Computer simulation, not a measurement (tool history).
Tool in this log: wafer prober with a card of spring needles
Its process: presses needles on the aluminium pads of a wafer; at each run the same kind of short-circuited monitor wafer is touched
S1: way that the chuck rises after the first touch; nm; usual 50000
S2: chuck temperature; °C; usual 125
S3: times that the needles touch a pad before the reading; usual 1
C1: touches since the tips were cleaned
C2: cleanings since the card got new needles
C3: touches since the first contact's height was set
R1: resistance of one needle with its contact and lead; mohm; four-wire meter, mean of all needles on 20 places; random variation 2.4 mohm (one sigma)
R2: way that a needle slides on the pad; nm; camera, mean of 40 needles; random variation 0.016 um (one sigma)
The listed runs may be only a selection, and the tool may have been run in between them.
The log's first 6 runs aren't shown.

run	hour	S1	S2	S3	C1	C2	C3	R1	R2
# hour 147.8: tips cleaned on abrasive film
# hour 158.4: tips cleaned on abrasive film
7	162.8	50000	112	1	2151	109	15434	279	8280
# hour 170.3: tips cleaned on abrasive film
# hour 181.9: tips cleaned on abrasive film
8	188.6	50000	112	1	3190	111	27734	273	8280
# hour 192.8: tips cleaned on abrasive film
# hour 204.2: tips cleaned on abrasive film
9	213.4	50000	125	1	4417	113	39596	280	8300
# hour 215.1: tips cleaned on abrasive film
# hour 225.8: tips cleaned on abrasive film
# hour 238.6: tips cleaned on abrasive film
10	248.1	41000	125	1	4600	116	56187	284	6810
# hour 250.1: tips cleaned on abrasive film
# hour 261.4: tips cleaned on abrasive film
# hour 271.8: tips cleaned on abrasive film
11	273.3	41000	125	1	719	119	68160	285	6800
# hour 283.4: tips cleaned on abrasive film
# hour 294.2: tips cleaned on abrasive film
12	294.2	50000	41	1	0	121	78143	258	8320
# hour 306.7: tips cleaned on abrasive film
13	313.3	50000	41	1	3213	122	87293	256	8350
# hour 318.4: tips cleaned on abrasive film
# hour 329.7: tips cleaned on abrasive film
14	330.5	50000	41	1	370	124	95438	255	8350
# hour 341.4: tips cleaned on abrasive film
# hour 341.7: height of the first contact set anew
# hour 352.2: tips cleaned on abrasive film
15	353.9	50000	41	1	825	126	5837	256	8350
# hour 364.1: tips cleaned on abrasive film
# hour 375.4: tips cleaned on abrasive film
16	383.7	50000	41	1	3999	128	20070	255	8390
# hour 386.4: tips cleaned on abrasive film
# hour 398.2: tips cleaned on abrasive film
# hour 410.5: tips cleaned on abrasive film
17	418.3	50000	41	1	3748	131	36581	253	8370
# hour 421.6: tips cleaned on abrasive film
# hour 434.1: tips cleaned on abrasive film
# hour 444.5: tips cleaned on abrasive film
18	447.6	50000	41	1	1492	134	50562	256	8400
# hour 456.2: tips cleaned on abrasive film
19	464.0	54000	85	1	3718	135	58383	263	9070
# hour 466.6: tips cleaned on abrasive film
# hour 475.5: gauge calibrated
# hour 478.2: tips cleaned on abrasive film
# hour 490.8: tips cleaned on abrasive film
20	490.8	54000	85	1	7	138	71153	264	8850
# hour 502.4: tips cleaned on abrasive film
21	505.6	52000	99	1	1511	139	78236	266	8580
# hour 513.4: tips cleaned on abrasive film
# hour 524.9: tips cleaned on abrasive film
22	524.9	62000	64	1	0	141	87436	256	10220
# hour 535.7: tips cleaned on abrasive film
23	542.7	51000	30	2	3385	142	95982	254	8390
# hour 547.4: tips cleaned on abrasive film
# hour 553.8: height of the first contact set anew
# hour 559.0: tips cleaned on abrasive film
# hour 569.5: tips cleaned on abrasive film
24	574.9	54000	69	3	2615	145	10072	259	8950
# hour 580.1: tips cleaned on abrasive film
# hour 590.8: tips cleaned on abrasive film
# hour 601.5: tips cleaned on abrasive film
25	609.2	32000	28	3	3713	148	26461	254	5290
# hour 611.9: tips cleaned on abrasive film
# hour 623.9: tips cleaned on abrasive film
26	625.6	32000	67	3	853	150	34264	273	5300
# hour 634.8: tips cleaned on abrasive film
# hour 645.2: tips cleaned on abrasive film
27	645.2	32000	67	3	0	152	43570	272	5300
# hour 657.0: tips cleaned on abrasive film
# hour 667.9: tips cleaned on abrasive film
28	677.8	51000	125	1	4773	154	59179	275	8450
# hour 680.4: tips cleaned on abrasive film
# hour 691.3: tips cleaned on abrasive film
# hour 703.2: tips cleaned on abrasive film
29	703.2	34000	50	3	0	157	71265	265	5640
# hour 716.1: tips cleaned on abrasive film
# hour 728.0: tips cleaned on abrasive film
30	734.5	50000	76	2	3101	159	86242	260	8340

Forecast each of these 3 alternatives for the next run:
# hour 740.7: tips cleaned on abrasive film
# hour 752.0: tips cleaned on abrasive film
A	757.8	53000	88	2	2768	161	97365	?	?
# hour 740.7: tips cleaned on abrasive film
# hour 752.0: tips cleaned on abrasive film
B	757.8	36000	76	3	2768	161	97365	?	?
# hour 740.7: tips cleaned on abrasive film
# hour 752.0: tips cleaned on abrasive film
C	757.8	33000	33	2	2768	161	97365	?	?

run	R1	R2
A	269	8820
B	272	6020
C	261	5500
Take away the tool's hidden state, keep each run's random variation, and the runs would have read:
run	R1	R2
A	269	8700
B	272	5940
C	261	5420

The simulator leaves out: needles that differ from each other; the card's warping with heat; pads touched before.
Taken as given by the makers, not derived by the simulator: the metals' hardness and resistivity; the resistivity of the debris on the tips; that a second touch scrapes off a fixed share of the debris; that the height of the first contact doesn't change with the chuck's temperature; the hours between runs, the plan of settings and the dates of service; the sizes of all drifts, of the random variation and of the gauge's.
